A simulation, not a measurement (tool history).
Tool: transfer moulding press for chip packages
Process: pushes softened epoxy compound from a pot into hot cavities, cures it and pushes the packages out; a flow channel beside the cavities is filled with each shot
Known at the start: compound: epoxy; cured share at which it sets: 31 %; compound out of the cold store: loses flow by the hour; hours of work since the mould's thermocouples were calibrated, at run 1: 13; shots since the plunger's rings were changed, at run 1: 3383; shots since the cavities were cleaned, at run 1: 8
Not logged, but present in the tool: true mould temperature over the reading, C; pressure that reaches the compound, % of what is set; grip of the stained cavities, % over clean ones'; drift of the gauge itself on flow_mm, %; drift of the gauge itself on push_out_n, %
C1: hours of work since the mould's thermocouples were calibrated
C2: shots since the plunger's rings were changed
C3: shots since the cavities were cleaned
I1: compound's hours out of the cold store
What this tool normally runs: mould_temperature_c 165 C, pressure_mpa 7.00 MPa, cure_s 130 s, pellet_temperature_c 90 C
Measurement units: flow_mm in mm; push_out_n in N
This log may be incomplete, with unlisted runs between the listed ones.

Run 1, hour 0.0: usual settings; C1 13; C2 3383; C3 8; I1 40.4. Result: flow_mm 905 mm, push_out_n 290 N.
Run 2, hour 11.4: usual settings; C1 18; C2 3457; C3 82; I1 41.4. Result: flow_mm 902 mm, push_out_n 278 N.
Run 3, hour 21.2: usual settings but pellet_temperature_c 87 C; C1 23; C2 3521; C3 146; I1 8.5. Result: flow_mm 1061 mm, push_out_n 304 N.
Run 4, hour 30.4: usual settings but pellet_temperature_c 87 C; C1 27; C2 3581; C3 206; I1 31.5. Result: flow_mm 944 mm, push_out_n 287 N.
Run 5, hour 43.6: usual settings but pellet_temperature_c 87 C; C1 33; C2 3667; C3 292; I1 9.2. Result: flow_mm 1057 mm, push_out_n 301 N.
Run 6, hour 60.1: usual settings but pellet_temperature_c 87 C; C1 41; C2 3774; C3 399; I1 9.1. Result: flow_mm 1060 mm, push_out_n 300 N.
Run 7, hour 69.2: usual settings but pellet_temperature_c 97 C; C1 45; C2 3833; C3 458; I1 28.9. Result: flow_mm 955 mm, push_out_n 285 N.
Run 8, hour 78.3: usual settings but pellet_temperature_c 97 C; C1 49; C2 3893; C3 518; I1 8.8. Result: flow_mm 1051 mm, push_out_n 302 N.
Run 9, hour 86.0: usual settings but pellet_temperature_c 97 C; C1 53; C2 3943; C3 568; I1 42.8. Result: flow_mm 899 mm, push_out_n 291 N.
Run 10, hour 101.8: usual settings but pellet_temperature_c 97 C; C1 60; C2 4046; C3 671; I1 22.0. Result: flow_mm 986 mm, push_out_n 294 N.
Run 11, hour 113.8: usual settings but pressure_mpa 5.92 MPa; C1 66; C2 4124; C3 749; I1 16.6. Result: flow_mm 939 mm, push_out_n 307 N.
Run 12, hour 126.4: usual settings but pressure_mpa 5.92 MPa; C1 72; C2 4206; C3 831; I1 10.7. Result: flow_mm 959 mm, push_out_n 315 N.
Run 13, hour 138.9: usual settings but pressure_mpa 5.92 MPa, cure_s 114 s; C1 78; C2 4287; C3 912; I1 22.5. Result: flow_mm 902 mm, push_out_n 374 N.
Run 14, hour 148.3: usual settings but pressure_mpa 5.92 MPa, cure_s 128 s; C1 82; C2 4348; C3 973; I1 38.2. Result: flow_mm 842 mm, push_out_n 308 N.
At hour 155.8: plunger's sealing rings changed.
Run 15, hour 159.7: usual settings but pressure_mpa 7.94 MPa, cure_s 121 s; C1 86; C2 26; C3 1032; I1 10.3. Result: flow_mm 1119 mm, push_out_n 359 N.
At hour 165.9: cavities cleaned with cleaning compound and waxed.
Run 16, hour 176.0: usual settings but mould_temperature_c 157 C, pressure_mpa 5.23 MPa, cure_s 131 s, pellet_temperature_c 95 C; C1 93; C2 122; C3 66; I1 17.1. Result: flow_mm 917 mm, push_out_n 577 N.
Run 17, hour 192.5: usual settings but mould_temperature_c 170 C, cure_s 112 s; C1 101; C2 229; C3 173; I1 15.6. Result: flow_mm 1001 mm, push_out_n 292 N.
Run 18, hour 201.8: usual settings but mould_temperature_c 170 C, pressure_mpa 5.52 MPa, cure_s 112 s, pellet_temperature_c 93 C; C1 105; C2 290; C3 234; I1 16.9. Result: flow_mm 874 mm, push_out_n 285 N.
Run 19, hour 214.3: usual settings but mould_temperature_c 170 C, pressure_mpa 5.52 MPa, cure_s 112 s, pellet_temperature_c 93 C; C1 111; C2 372; C3 316; I1 28.1. Result: flow_mm 833 mm, push_out_n 276 N.
Run 20, hour 229.7: usual settings but mould_temperature_c 161 C, pressure_mpa 6.75 MPa, cure_s 136 s, pellet_temperature_c 85 C; C1 119; C2 471; C3 415; I1 12.5. Result: flow_mm 1047 mm, push_out_n 374 N.
Run 21, hour 241.0: usual settings but mould_temperature_c 171 C, pressure_mpa 6.75 MPa, cure_s 129 s, pellet_temperature_c 85 C; C1 124; C2 545; C3 489; I1 12.2. Result: flow_mm 998 mm, push_out_n 245 N.

3 options for the next run, each taken on its own from the tool as it stands now. Forecast them:
Run A, hour 250.0: usual settings but mould_temperature_c 163 C, pressure_mpa 8.10 MPa, cure_s 129 s, pellet_temperature_c 85 C; C1 128; C2 604; C3 548; I1 28.2. Result: flow_mm ?, push_out_n ?.
Run B, hour 250.0: usual settings but mould_temperature_c 171 C, pressure_mpa 6.58 MPa, cure_s 129 s, pellet_temperature_c 85 C; C1 128; C2 604; C3 548; I1 21.2. Result: flow_mm ?, push_out_n ?.
Run C, hour 250.0: usual settings but mould_temperature_c 168 C, cure_s 111 s; C1 128; C2 604; C3 548; I1 35.5. Result: flow_mm ?, push_out_n ?.

run  flow_mm  push_out_n
  A     1046         333
  B      942         243
  C      918         311
The same runs, with their run-to-run variation unchanged, on a tool lacking any hidden condition would have given:
run  flow_mm  push_out_n
  A     1046         328
  B      943         240
  C      918         306
